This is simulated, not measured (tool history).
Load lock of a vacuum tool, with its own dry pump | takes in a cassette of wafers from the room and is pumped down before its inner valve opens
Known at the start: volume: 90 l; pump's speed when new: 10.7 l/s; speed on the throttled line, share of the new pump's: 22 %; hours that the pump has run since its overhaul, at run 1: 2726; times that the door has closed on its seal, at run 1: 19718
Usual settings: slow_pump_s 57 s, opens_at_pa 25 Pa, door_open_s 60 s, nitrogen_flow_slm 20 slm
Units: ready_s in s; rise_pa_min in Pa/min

run	hour	slow_pump_s	opens_at_pa	door_open_s	nitrogen_flow_slm	hours that the pump has run since its overhaul	times that the door has closed on its seal	incoming humidity of the room's air, %	ready_s	rise_pa_min
1	0	57	25	60	20	2726	19718	47.4	116.5	0.243
2	53	57	25	60	20	2779	19959	44.4	116.8	0.253
3	152	57	25	60	20	2878	20410	45.4	115	0.26
4	241.8	57	25	60	20	2967	20819	46.3	115.3	0.268
5	292.8	57	25	60	20	3018	21051	44.8	117.6	0.268
6	394.7	57	25	60	20	3120	21516	46.2	116.4	0.284
7	450.3	57	25	60	20	3176	21769	47.3	116.9	0.29
8	528.2	84	25	60	20	3254	22123	45.5	137	0.296
9	586.4	84	25	60	20	3312	22389	43.7	137.9	0.295
10	686.9	84	25	60	20	3412	22846	43.7	138.9	0.308
11	763.8	84	25	60	20	3489	23197	43.7	136.7	0.314
12	846	57	25	60	20	3572	23571	46.7	117.4	0.326
13	944.4	57	25	48	20	3670	24019	46.9	116.5	0.34
14	1020.4	96	25	60	20	3746	24365	45.7	147.4	0.35
15	1102.5	96	25	60	20	3828	24739	44	147.2	0.349
16	1211.6	96	25	60	20	3937	25236	43.7	148.8	0.356
17	1302.4	96	25	49	20	4028	25649	47.3	146.8	0.365
18	1405.8	96	25	49	20	4131	26120	47.7	148.2	0.379
19	1509.8	57	25	60	20	4235	26594	46.2	116.8	0.398
# hour 1535.5: door's seal changed, seat wiped
20	1617.9	57	25	60	20	4342	375	44.6	117.3	0.006
21	1686.1	57	25	60	20	4410	686	47.1	116.9	0.021
22	1806.2	75	44	37	5	4530	1233	40.4	125.8	0.025
23	1911.6	37	44	76	19	4636	1713	43.9	96.3	0.023
24	2016.5	36	34	88	18	4741	2191	45.5	98.4	0.03
25	2077.3	36	34	88	18	4801	2468	47.7	98.7	0.032
26	2173.9	36	34	88	18	4898	2908	44.5	97.7	0.029
27	2261.8	63	34	65	18	4986	3308	45.2	119.5	0.033
28	2369.9	63	34	65	18	5094	3801	45.8	121.1	0.034
29	2476	63	34	65	18	5200	4284	44.1	120.5	0.034

The next listed run, before its measurement:
30	2586.5	49	34	65	12	5311	4787	45.9	?	?

Run 30 gave ready_s 108 s, rise_pa_min 0.044 Pa/min.
Without the tool's hidden state the same run would have given ready_s 105.4 s, rise_pa_min 0.015 Pa/min.
